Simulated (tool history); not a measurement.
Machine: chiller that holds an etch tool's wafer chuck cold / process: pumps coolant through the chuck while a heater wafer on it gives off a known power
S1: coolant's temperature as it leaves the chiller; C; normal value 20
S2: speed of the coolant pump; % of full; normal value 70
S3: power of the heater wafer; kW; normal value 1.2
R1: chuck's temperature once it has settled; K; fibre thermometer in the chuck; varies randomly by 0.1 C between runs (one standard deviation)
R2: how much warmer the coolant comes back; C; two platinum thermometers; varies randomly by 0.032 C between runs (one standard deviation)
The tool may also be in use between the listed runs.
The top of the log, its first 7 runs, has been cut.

run	hour	S1	S2	S3	R1	R2
8	949.6	13	69	1.2	295.05	3.87
9	1094.4	13	69	1.2	295.15	3.89
10	1262.6	13	69	1.2	295.05	3.85
11	1394.8	19	70	1.2	301.35	3.82
12	1564.2	19	70	1.2	301.25	3.85
13	1638.6	20	70	1.2	302.35	3.83
14	1775.2	20	70	1.2	302.35	3.79
15	1939.4	20	70	1.2	302.75	3.82
16	2085.9	20	70	1.2	302.75	3.81
17	2173.5	20	70	1.2	302.75	3.83
18	2340	20	79	1.2	302.15	3.38
19	2463.3	30	72	1.164	312.35	3.65
20	2544.9	30	72	1.164	312.35	3.65
21	2676.9	23	62	1.376	308.55	5.04
22	2823.7	12	61	1.2	296.25	4.52
# hour 2934.5: chiller's thermometer calibrated
23	2994.3	12	65	0.768	291.65	2.69
24	3129.6	13	64	0.768	292.45	2.74
25	3271.2	20	71	1.272	303.25	4.13
26	3438.9	13	99	0.852	291.45	1.97
27	3570.6	13	60	1.2	297.15	4.6
28	3697.6	19	60	1.2	303.05	4.62
29	3823.1	19	70	1.715	306.25	5.66
30	3974.8	19	70	1.715	306.15	5.61
31	4060.5	26	70	1.293	309.85	4.29

3 options for the next run, each taken on its own from the tool as it stands now. Forecast them:
A	4151.5	24	96	1.176	?	?
B	4151.5	17	81	0.956	?	?
C	4151.5	26	70	1.293	?	?

run	R1	R2
A	305.15	2.81
B	297.45	2.68
C	310.05	4.26
What these runs would have given with no unlogged condition in the tool:
run	R1	R2
A	303.55	2.58
B	296.05	2.46
C	307.85	3.91
